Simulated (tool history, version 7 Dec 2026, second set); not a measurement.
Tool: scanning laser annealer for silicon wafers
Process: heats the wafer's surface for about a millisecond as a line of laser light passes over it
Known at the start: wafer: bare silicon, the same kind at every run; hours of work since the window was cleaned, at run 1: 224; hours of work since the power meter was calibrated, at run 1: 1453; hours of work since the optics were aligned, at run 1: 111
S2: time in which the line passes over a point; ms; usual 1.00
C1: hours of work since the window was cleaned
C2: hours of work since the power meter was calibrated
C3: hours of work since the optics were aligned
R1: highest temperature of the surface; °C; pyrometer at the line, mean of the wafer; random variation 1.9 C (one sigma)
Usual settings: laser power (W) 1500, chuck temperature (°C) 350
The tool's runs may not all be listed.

run 1 hour=0.0 | laser_power_(W)=1500 S2=1.00 chuck_temperature_(°C)=350 | C1=224 C2=1453 C3=111 | R1=1091
run 2 hour=38.0 | laser_power_(W)=1500 S2=1.00 chuck_temperature_(°C)=350 | C1=251 C2=1479 C3=138 | R1=1085
run 3 hour=85.3 | laser_power_(W)=1500 S2=1.00 chuck_temperature_(°C)=350 | C1=283 C2=1512 C3=171 | R1=1085
run 4 hour=130.0 | laser_power_(W)=1587 S2=1.00 chuck_temperature_(°C)=350 | C1=314 C2=1543 C3=202 | R1=1135
run 5 hour=164.9 | laser_power_(W)=1587 S2=1.00 chuck_temperature_(°C)=350 | C1=339 C2=1567 C3=226 | R1=1134
run 6 hour=202.8 | laser_power_(W)=1587 S2=1.00 chuck_temperature_(°C)=350 | C1=365 C2=1593 C3=252 | R1=1132
run 7 hour=243.9 | laser_power_(W)=1587 S2=1.00 chuck_temperature_(°C)=350 | C1=393 C2=1622 C3=280 | R1=1128
run 8 hour=270.1 | laser_power_(W)=1528 S2=1.00 chuck_temperature_(°C)=350 | C1=411 C2=1640 C3=299 | R1=1093
run 9 hour=312.7 | laser_power_(W)=1528 S2=1.00 chuck_temperature_(°C)=350 | C1=441 C2=1669 C3=328 | R1=1090
run 10 hour=343.1 | laser_power_(W)=1528 S2=1.00 chuck_temperature_(°C)=350 | C1=462 C2=1690 C3=349 | R1=1087
run 11 hour=389.2 | laser_power_(W)=1500 S2=1.23 chuck_temperature_(°C)=350 | C1=494 C2=1722 C3=381 | R1=1158
run 12 hour=413.4 | laser_power_(W)=1296 S2=1.23 chuck_temperature_(°C)=350 | C1=511 C2=1739 C3=398 | R1=1025
-- hour=419.6 laser's power meter calibrated
run 13 hour=457.1 | laser_power_(W)=1296 S2=1.23 chuck_temperature_(°C)=350 | C1=539 C2=26 C3=426 | R1=1024
run 14 hour=479.3 | laser_power_(W)=1500 S2=1.00 chuck_temperature_(°C)=350 | C1=554 C2=41 C3=442 | R1=1063
run 15 hour=511.1 | laser_power_(W)=1590 S2=1.00 chuck_temperature_(°C)=350 | C1=576 C2=63 C3=464 | R1=1112
run 16 hour=564.8 | laser_power_(W)=1614 S2=1.00 chuck_temperature_(°C)=350 | C1=614 C2=101 C3=501 | R1=1124
run 17 hour=609.1 | laser_power_(W)=1500 S2=1.00 chuck_temperature_(°C)=350 | C1=644 C2=131 C3=531 | R1=1054
run 18 hour=652.1 | laser_power_(W)=1614 S2=1.00 chuck_temperature_(°C)=350 | C1=674 C2=161 C3=561 | R1=1119
-- hour=695.8 laser's power meter calibrated, once more
run 19 hour=704.3 | laser_power_(W)=1614 S2=1.00 chuck_temperature_(°C)=350 | C1=708 C2=6 C3=595 | R1=1130
run 20 hour=750.0 | laser_power_(W)=1614 S2=1.00 chuck_temperature_(°C)=350 | C1=740 C2=38 C3=627 | R1=1127
run 21 hour=783.3 | laser_power_(W)=1391 S2=0.94 chuck_temperature_(°C)=324 | C1=763 C2=61 C3=650 | R1=951
run 22 hour=815.0 | laser_power_(W)=1391 S2=0.94 chuck_temperature_(°C)=324 | C1=785 C2=83 C3=672 | R1=949
run 23 hour=840.6 | laser_power_(W)=1291 S2=1.00 chuck_temperature_(°C)=371 | C1=803 C2=100 C3=690 | R1=961
-- hour=875.3 window over the wafer cleaned
run 24 hour=881.1 | laser_power_(W)=1501 S2=0.78 chuck_temperature_(°C)=386 | C1=4 C2=127 C3=716 | R1=1044
run 25 hour=915.7 | laser_power_(W)=1526 S2=0.89 chuck_temperature_(°C)=389 | C1=28 C2=151 C3=740 | R1=1112
run 26 hour=945.7 | laser_power_(W)=1526 S2=0.89 chuck_temperature_(°C)=389 | C1=49 C2=172 C3=761 | R1=1110
run 27 hour=985.6 | laser_power_(W)=1500 S2=1.16 chuck_temperature_(°C)=350 | C1=76 C2=199 C3=789 | R1=1166
run 28 hour=1039.5 | laser_power_(W)=1500 S2=1.00 chuck_temperature_(°C)=355 | C1=114 C2=237 C3=826 | R1=1103
run 29 hour=1065.5 | laser_power_(W)=1399 S2=1.12 chuck_temperature_(°C)=388 | C1=132 C2=255 C3=844 | R1=1117
run 30 hour=1102.8 | laser_power_(W)=1399 S2=1.12 chuck_temperature_(°C)=388 | C1=158 C2=281 C3=870 | R1=1114
run 31 hour=1152.7 | laser_power_(W)=1500 S2=1.12 chuck_temperature_(°C)=350 | C1=192 C2=315 C3=905 | R1=1141
run 32 hour=1202.8 | laser_power_(W)=1500 S2=1.12 chuck_temperature_(°C)=350 | C1=227 C2=350 C3=939 | R1=1140
run 33 hour=1255.1 | laser_power_(W)=1500 S2=1.12 chuck_temperature_(°C)=350 | C1=263 C2=386 C3=976 | R1=1136
-- hour=1268.9 optics aligned, line set to its width
run 34 hour=1290.5 | laser_power_(W)=1567 S2=1.00 chuck_temperature_(°C)=350 | C1=284 C2=407 C3=15 | R1=1132
run 35 hour=1319.1 | laser_power_(W)=1380 S2=1.23 chuck_temperature_(°C)=352 | C1=304 C2=427 C3=35 | R1=1107
run 36 hour=1359.1 | laser_power_(W)=1380 S2=1.23 chuck_temperature_(°C)=352 | C1=332 C2=455 C3=63 | R1=1103

5 ways to go on from here, each from the tool as it stands after run 36. What would each give?
run A hour=1382.4 | laser_power_(W)=1500 S2=1.10 chuck_temperature_(°C)=326 | C1=348 C2=471 C3=79 | R1=?
run B hour=1382.4 | laser_power_(W)=1500 S2=0.80 chuck_temperature_(°C)=335 | C1=348 C2=471 C3=79 | R1=?
run C hour=1382.4 | laser_power_(W)=1326 S2=1.00 chuck_temperature_(°C)=335 | C1=348 C2=471 C3=79 | R1=?
run D hour=1382.4 | laser_power_(W)=1500 S2=0.78 chuck_temperature_(°C)=378 | C1=348 C2=471 C3=79 | R1=?
run E hour=1382.4 | laser_power_(W)=1512 S2=1.23 chuck_temperature_(°C)=324 | C1=348 C2=471 C3=79 | R1=?

run=A R1=1105
run=B R1=982
run=C R1=971
run=D R1=1018
run=E R1=1165
Without the tool's hidden state the same runs would have given:
run=A R1=1134
run=B R1=1006
run=C R1=995
run=D R1=1042
run=E R1=1196
